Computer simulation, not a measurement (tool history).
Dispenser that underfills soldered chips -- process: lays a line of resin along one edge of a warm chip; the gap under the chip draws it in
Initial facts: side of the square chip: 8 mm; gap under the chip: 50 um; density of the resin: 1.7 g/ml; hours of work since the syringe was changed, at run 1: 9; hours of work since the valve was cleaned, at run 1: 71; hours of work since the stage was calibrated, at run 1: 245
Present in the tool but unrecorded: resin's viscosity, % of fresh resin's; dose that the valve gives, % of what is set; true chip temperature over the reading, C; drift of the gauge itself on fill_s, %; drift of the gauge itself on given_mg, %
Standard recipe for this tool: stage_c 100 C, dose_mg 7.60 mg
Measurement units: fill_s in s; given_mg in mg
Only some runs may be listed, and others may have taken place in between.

run    day  stage_c  dose_mg  hours of work since the syringe was changed  hours of work since the valve was cleaned  hours of work since the stage was calibrated  fill_s  given_mg
  1  0.000      100     7.60                                            9                                         71                                           245    36.3      7.10
     0.188  -- new syringe of resin
  2  0.192      100     7.60                                            0                                         74                                           248    17.2      7.09
  3  0.512      100     7.60                                            6                                         80                                           254    29.8      7.02
  4  0.742      100     7.60                                           10                                         84                                           259    42.4      7.00
     0.846  -- new syringe of resin
  5  1.117      100     7.60                                            5                                         91                                           266    27.0      6.98
  6  1.346      100     7.60                                            9                                         96                                           270    37.9      6.90
     1.496  -- new syringe of resin
  7  1.721      100     7.60                                            4                                        102                                           277    24.4      6.96
     1.788  -- dispensing valve cleaned and set on the balance
  8  1.942      100     7.60                                            8                                          3                                           280    31.9      7.63
     2.188  -- new syringe of resin
  9  2.267       88     7.60                                            2                                          9                                           286    30.9      7.56
 10  2.596      100     7.60                                            8                                         15                                           292    33.0      7.56
     2.833  -- new syringe of resin
 11  2.975      100     7.60                                            3                                         22                                           299    21.7      7.45
 12  3.150      100     8.10                                            6                                         25                                           303    29.0      7.89
 13  3.304      100     8.10                                            9                                         28                                           305    36.4      7.87
     3.488  -- new syringe of resin
 14  3.579       94     8.69                                            2                                         33                                           310    23.0      8.34
 15  3.796       99     9.39                                            6                                         37                                           314    28.3      9.04
     4.125  -- new syringe of resin
 16  4.150      110     8.62                                            1                                         44                                           321    10.6      8.29
 17  4.483      115     7.59                                            7                                         50                                           327    17.1      7.19
 18  4.746      115     7.59                                           12                                         55                                           332    25.4      7.11
     4.775  -- new syringe of resin
 19  4.979      115     7.59                                            4                                         59                                           336    12.9      7.17
 20  5.300      115     7.59                                           10                                         65                                           342    22.4      7.22
     5.425  -- new syringe of resin
 21  5.583       93     9.77                                            3                                         70                                           348    27.9      9.10
 22  5.808       93     9.77                                            7                                         75                                           352    39.8      9.07
     6.079  -- new syringe of resin
 23  6.096       93     9.77                                            0                                         80                                           357    23.2      9.18
 24  6.258       93     9.77                                            3                                         83                                           360    28.9      8.99

Across each entry between runs, compare the hidden state at the last listed run before it with the hidden state at the first listed run after it:
In the gap between runs 1 and 2: new syringe of resin (day 0.188)
  resin's viscosity, % of fresh resin's: 214.6 -> 101.3; dose that the valve gives, % of what is set: 93.95 -> 93.61; true chip temperature over the reading, C: 1.42 -> 1.44
  measured result minus the result with no hidden state, fill_s: +18.6 -> -0.5 s; given_mg: -0.46 -> -0.48 mg
In the gap between runs 4 and 5: new syringe of resin (day 0.846)
  resin's viscosity, % of fresh resin's: 251.8 -> 158.2; dose that the valve gives, % of what is set: 92.65 -> 92.05; true chip temperature over the reading, C: 1.49 -> 1.52
  measured result minus the result with no hidden state, fill_s: +25.1 -> +9.0 s; given_mg: -0.56 -> -0.60 mg
In the gap between runs 6 and 7: new syringe of resin (day 1.496)
  resin's viscosity, % of fresh resin's: 231 -> 145.5; dose that the valve gives, % of what is set: 91.65 -> 91.05; true chip temperature over the reading, C: 1.54 -> 1.57
  measured result minus the result with no hidden state, fill_s: +20.9 -> +7.0 s; given_mg: -0.63 -> -0.68 mg
In the gap between runs 7 and 8: dispensing valve cleaned and set on the balance (day 1.788)
  resin's viscosity, % of fresh resin's: 145.5 -> 195.8; dose that the valve gives, % of what is set: 91.05 -> 99.74; true chip temperature over the reading, C: 1.57 -> 1.58
  measured result minus the result with no hidden state, fill_s: +7.0 -> +14.7 s; given_mg: -0.68 -> -0.02 mg
In the gap between runs 8 and 9: new syringe of resin (day 2.188)
  resin's viscosity, % of fresh resin's: 195.8 -> 114.5; dose that the valve gives, % of what is set: 99.74 -> 99.18; true chip temperature over the reading, C: 1.58 -> 1.61
  measured result minus the result with no hidden state, fill_s: +14.7 -> +2.0 s; given_mg: -0.02 -> -0.07 mg
In the gap between runs 10 and 11: new syringe of resin (day 2.833)
  resin's viscosity, % of fresh resin's: 198.2 -> 128.2; dose that the valve gives, % of what is set: 98.61 -> 98; true chip temperature over the reading, C: 1.63 -> 1.66
  measured result minus the result with no hidden state, fill_s: +15.1 -> +3.6 s; given_mg: -0.10 -> -0.15 mg
In the gap between runs 13 and 14: new syringe of resin (day 3.488)
  resin's viscosity, % of fresh resin's: 221.1 -> 115.8; dose that the valve gives, % of what is set: 97.4 -> 96.92; true chip temperature over the reading, C: 1.69 -> 1.71
  measured result minus the result with no hidden state, fill_s: +18.8 -> +1.8 s; given_mg: -0.21 -> -0.27 mg
In the gap between runs 15 and 16: new syringe of resin (day 4.125)
  resin's viscosity, % of fresh resin's: 166 -> 103.6; dose that the valve gives, % of what is set: 96.54 -> 95.93; true chip temperature over the reading, C: 1.73 -> 1.76
  measured result minus the result with no hidden state, fill_s: +10.1 -> -0.3 s; given_mg: -0.33 -> -0.35 mg
In the gap between runs 18 and 19: new syringe of resin (day 4.775)
  resin's viscosity, % of fresh resin's: 277.8 -> 143.4; dose that the valve gives, % of what is set: 94.87 -> 94.46; true chip temperature over the reading, C: 1.81 -> 1.83
  measured result minus the result with no hidden state, fill_s: +15.8 -> +3.5 s; given_mg: -0.39 -> -0.42 mg
In the gap between runs 20 and 21: new syringe of resin (day 5.425)
  resin's viscosity, % of fresh resin's: 243.6 -> 130.2; dose that the valve gives, % of what is set: 93.94 -> 93.49; true chip temperature over the reading, C: 1.85 -> 1.87
  measured result minus the result with no hidden state, fill_s: +12.8 -> +4.7 s; given_mg: -0.46 -> -0.63 mg
In the gap between runs 22 and 23: new syringe of resin (day 6.079)
  resin's viscosity, % of fresh resin's: 189.1 -> 104.9; dose that the valve gives, % of what is set: 93.1 -> 92.62; true chip temperature over the reading, C: 1.89 -> 1.91
  measured result minus the result with no hidden state, fill_s: +17.0 -> -0.7 s; given_mg: -0.67 -> -0.73 mg
